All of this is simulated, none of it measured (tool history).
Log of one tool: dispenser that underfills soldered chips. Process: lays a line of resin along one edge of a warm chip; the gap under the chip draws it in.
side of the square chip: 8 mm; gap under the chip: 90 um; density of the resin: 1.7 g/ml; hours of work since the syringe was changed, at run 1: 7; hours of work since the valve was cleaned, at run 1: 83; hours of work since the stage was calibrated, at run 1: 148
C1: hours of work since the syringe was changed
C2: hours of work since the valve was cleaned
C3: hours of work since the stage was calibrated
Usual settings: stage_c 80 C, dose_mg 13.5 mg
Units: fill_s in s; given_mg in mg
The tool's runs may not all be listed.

Run 1, hour 0: usual settings; C1 7; C2 83; C3 148. Result: fill_s 32.5 s, given_mg 12.48 mg.
Run 2, hour 4.2: usual settings; C1 10; C2 86; C3 151. Result: fill_s 37.1 s, given_mg 12.51 mg.
At hour 5: new syringe of resin.
Run 3, hour 11.1: usual settings; C1 4; C2 90; C3 155. Result: fill_s 27.6 s, given_mg 12.35 mg.
Run 4, hour 16.6: usual settings but dose_mg 14.7 mg; C1 7; C2 93; C3 158. Result: fill_s 31.1 s, given_mg 13.6 mg.
At hour 21.5: new syringe of resin.
Run 5, hour 22.9: usual settings but dose_mg 14.7 mg; C1 1; C2 97; C3 162. Result: fill_s 24.1 s, given_mg 13.67 mg.
Run 6, hour 31: usual settings but dose_mg 14.7 mg; C1 6; C2 102; C3 167. Result: fill_s 30.8 s, given_mg 13.3 mg.
At hour 38.1: new syringe of resin.
At hour 40.7: dispensing valve cleaned and set on the balance.
Run 7, hour 40.7: usual settings but dose_mg 14.7 mg; C1 1; C2 0; C3 172. Result: fill_s 24.7 s, given_mg 14.89 mg.
Run 8, hour 48: usual settings but dose_mg 14.7 mg; C1 5; C2 4; C3 176. Result: fill_s 29.3 s, given_mg 14.7 mg.
Run 9, hour 54.2: usual settings but dose_mg 14.7 mg; C1 9; C2 8; C3 180. Result: fill_s 34.2 s, given_mg 14.78 mg.
At hour 55.8: new syringe of resin.
Run 10, hour 64.8: usual settings but dose_mg 14.7 mg; C1 5; C2 14; C3 186. Result: fill_s 28.8 s, given_mg 14.62 mg.
Run 11, hour 70.8: usual settings but dose_mg 13.2 mg; C1 9; C2 18; C3 190. Result: fill_s 34.7 s, given_mg 13.09 mg.
At hour 72.5: new syringe of resin.
Run 12, hour 78.9: usual settings but dose_mg 13.2 mg; C1 4; C2 23; C3 194. Result: fill_s 28.4 s, given_mg 12.97 mg.
Run 13, hour 88.3: usual settings; C1 10; C2 28; C3 200. Result: fill_s 37.1 s, given_mg 13.13 mg.
At hour 89.5: new syringe of resin.
Run 14, hour 94.1: usual settings; C1 3; C2 32; C3 204. Result: fill_s 25.4 s, given_mg 13.17 mg.
Run 15, hour 99.7: usual settings but stage_c 81 C, dose_mg 15 mg; C1 6; C2 35; C3 207. Result: fill_s 28.4 s, given_mg 14.56 mg.
At hour 106.1: new syringe of resin.
Run 16, hour 108.1: usual settings but stage_c 86 C, dose_mg 15.4 mg; C1 1; C2 40; C3 212. Result: fill_s 19.8 s, given_mg 15.07 mg.
Run 17, hour 116: usual settings but stage_c 74 C, dose_mg 16.3 mg; C1 6; C2 45; C3 217. Result: fill_s 35 s, given_mg 15.82 mg.
Run 18, hour 122: usual settings but stage_c 68 C, dose_mg 17.4 mg; C1 10; C2 49; C3 220. Result: fill_s 48.7 s, given_mg 16.62 mg.
At hour 123.1: new syringe of resin.
Run 19, hour 130.4: usual settings but stage_c 68 C, dose_mg 17.4 mg; C1 4; C2 53; C3 225. Result: fill_s 39.4 s, given_mg 16.74 mg.
Run 20, hour 134.7: usual settings but stage_c 76 C, dose_mg 15.3 mg; C1 7; C2 56; C3 228. Result: fill_s 35.2 s, given_mg 14.51 mg.
At hour 139.9: new syringe of resin.
Run 21, hour 141.3: usual settings but stage_c 72 C, dose_mg 11.8 mg; C1 1; C2 60; C3 232. Result: fill_s 32.4 s, given_mg 11.32 mg.

Run 22 comes next. What will it give?
Run 22, hour 148.3: usual settings but stage_c 78 C, dose_mg 13.4 mg; C1 5; C2 64; C3 236. Result: fill_s ?, given_mg ?.

Run 22 gave fill_s 30.5 s, given_mg 12.82 mg.
Without the tool's hidden state the same run would have given fill_s 25.5 s, given_mg 13.48 mg.

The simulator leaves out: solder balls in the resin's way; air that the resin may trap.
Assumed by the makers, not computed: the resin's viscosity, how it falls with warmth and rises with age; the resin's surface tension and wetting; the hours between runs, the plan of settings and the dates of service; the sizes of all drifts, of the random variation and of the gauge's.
